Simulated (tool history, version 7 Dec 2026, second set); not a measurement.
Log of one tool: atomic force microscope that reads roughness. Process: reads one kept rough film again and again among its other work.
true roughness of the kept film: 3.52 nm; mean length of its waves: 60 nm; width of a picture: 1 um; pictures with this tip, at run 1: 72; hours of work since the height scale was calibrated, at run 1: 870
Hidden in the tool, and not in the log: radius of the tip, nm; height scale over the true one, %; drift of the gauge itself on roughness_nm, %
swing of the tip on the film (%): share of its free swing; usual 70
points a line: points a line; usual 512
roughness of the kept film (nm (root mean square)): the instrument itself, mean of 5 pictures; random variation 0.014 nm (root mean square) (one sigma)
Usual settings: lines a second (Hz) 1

run   hour  lines a second (Hz)  swing of the tip on the film (%)  points a line  pictures with this tip  hours of work since the height scale was calibrated  roughness of the kept film (nm (root mean square))
  1      0                    1                                70            512                      72                                                  870                                               3.154
  2   27.7                    1                                70            512                     135                                                  891                                                3.06
  3   60.2                    1                                70            512                     208                                                  914                                               3.008
  4   85.3                    1                                70            512                     265                                                  933                                                2.94
  5   99.6                 1.85                                70            512                     297                                                  943                                               2.823
     102.3  -- height scale calibrated on a step standard
  6  121.8                 1.85                                70            512                     345                                                   14                                               2.761
     133.5  -- new tip fitted
  7  138.6                 1.85                                70            512                      11                                                   26                                                3.12
  8  158.8                    1                                70            323                      57                                                   41                                               3.183
  9  181.9                    1                                63            512                     109                                                   58                                               3.181
 10  206.7                 2.57                                70            512                     165                                                   76                                               2.868
 11  235.7                 3.97                                86            763                     231                                                   97                                               2.212
     246.1  -- height scale calibrated on a step standard, once more
 12  254.4                 2.17                                69            540                     270                                                    6                                               2.793
 13    274                  1.6                                58            540                     315                                                   20                                               2.925

Hidden state or all else? Some run-to-run changes of roughness of the kept film (nm (root mean square)), split into what the settings, what came in and random variation would give without the hidden state, and what is left for the hidden state (with any gauge scatter that isn't in both results):
Run 6 -> 7: new tip fitted. roughness of the kept film (nm (root mean square)) +0.359: hidden state +0.366, all else -0.007.
Run 10 -> 11: lines a second (Hz) 2.57 -> 3.97, swing of the tip on the film (%) 70 -> 86, points a line 512 -> 763. roughness of the kept film (nm (root mean square)) -0.656: hidden state -0.018, all else -0.638.
